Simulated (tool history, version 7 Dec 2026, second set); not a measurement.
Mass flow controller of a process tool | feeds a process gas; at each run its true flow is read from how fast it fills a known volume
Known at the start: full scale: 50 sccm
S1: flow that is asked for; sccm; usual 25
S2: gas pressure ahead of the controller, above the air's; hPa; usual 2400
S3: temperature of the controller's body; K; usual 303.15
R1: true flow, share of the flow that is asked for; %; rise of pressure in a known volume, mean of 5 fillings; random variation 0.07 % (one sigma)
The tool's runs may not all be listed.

run 1 day=0 | S1=25 S2=2400 S3=303.15 | R1=98.96
run 2 day=16.562 | S1=25 S2=1890 S3=303.15 | R1=99.2
run 3 day=24.908 | S1=25 S2=1890 S3=305.15 | R1=99.28
run 4 day=41.254 | S1=25 S2=1890 S3=298.15 | R1=100
run 5 day=53.708 | S1=25 S2=2090 S3=303.15 | R1=99.27
run 6 day=64.796 | S1=25 S2=2090 S3=303.15 | R1=99.42
run 7 day=73.396 | S1=25 S2=1530 S3=303.15 | R1=99.74
run 8 day=87.258 | S1=6 S2=2400 S3=303.15 | R1=99.05
run 9 day=95.467 | S1=25 S2=2400 S3=301.15 | R1=99.59
run 10 day=112.188 | S1=25 S2=2400 S3=301.15 | R1=99.53
run 11 day=121.133 | S1=25 S2=2500 S3=301.15 | R1=99.48
run 12 day=138.062 | S1=25 S2=2400 S3=308.15 | R1=98.88
run 13 day=147.058 | S1=25 S2=2400 S3=308.15 | R1=98.86
run 14 day=160.354 | S1=10 S2=2400 S3=308.15 | R1=98.83
run 15 day=167.85 | S1=10 S2=2400 S3=308.15 | R1=98.65
run 16 day=180.092 | S1=35 S2=2400 S3=303.15 | R1=99.58
run 17 day=188.154 | S1=35 S2=2400 S3=303.15 | R1=99.06
run 18 day=198.696 | S1=25 S2=2400 S3=303.15 | R1=98.96
run 19 day=215.442 | S1=25 S2=2400 S3=303.15 | R1=98.99
run 20 day=224.45 | S1=13 S2=1870 S3=297.15 | R1=99.99
run 21 day=232.079 | S1=15 S2=1750 S3=302.15 | R1=99.41
run 22 day=244.979 | S1=15 S2=1750 S3=302.15 | R1=99.59
run 23 day=254.979 | S1=25 S2=1570 S3=295.15 | R1=100.7
run 24 day=268.479 | S1=25 S2=1570 S3=295.15 | R1=100.73
run 25 day=276.871 | S1=15 S2=2380 S3=303.15 | R1=99.07
run 26 day=290.708 | S1=25 S2=1940 S3=306.15 | R1=99.32
run 27 day=298.775 | S1=25 S2=1940 S3=306.15 | R1=99.2
run 28 day=314.446 | S1=25 S2=2400 S3=306.15 | R1=98.95
run 29 day=326.104 | S1=13 S2=2410 S3=311.15 | R1=98.37
run 30 day=340.358 | S1=27 S2=1500 S3=304.15 | R1=99.92
run 31 day=355.792 | S1=25 S2=2400 S3=295.15 | R1=99.83
run 32 day=371.475 | S1=47 S2=2490 S3=296.15 | R1=99.93
run 33 day=381.138 | S1=25 S2=1860 S3=300.15 | R1=99.81
run 34 day=397.525 | S1=30 S2=1430 S3=312.15 | R1=98.91
run 35 day=411.571 | S1=9 S2=1790 S3=295.15 | R1=100.2
run 36 day=420.05 | S1=9 S2=1790 S3=295.15 | R1=100.41
run 37 day=434.454 | S1=9 S2=1790 S3=295.15 | R1=100.46
run 38 day=444.379 | S1=9 S2=1790 S3=295.15 | R1=100.42

Not shown: 3 entries that the log had between the listed runs. Between which runs, and how does the tool's hidden state differ before and after?
Between runs 11 and 12: controller's zero set anew (day 129.479)
  flow at rest that the sensor doesn't see, % of full scale: 0.005 -> 0; drift of the gauge itself on true_pct, %: 0.41 -> 0.47
  measured less the result without the state, R1: +0.42 -> +0.46 %
Between runs 16 and 17: gauge calibrated (day 183.375)
  drift of the gauge itself on true_pct, %: 0.61 -> 0.02
  measured less the result without the state, R1: +0.6 -> +0.01 %
Between runs 30 and 31: gauge calibrated (day 348.875)
  drift of the gauge itself on true_pct, %: 0.53 -> 0.02
  measured less the result without the state, R1: +0.53 -> +0.03 %
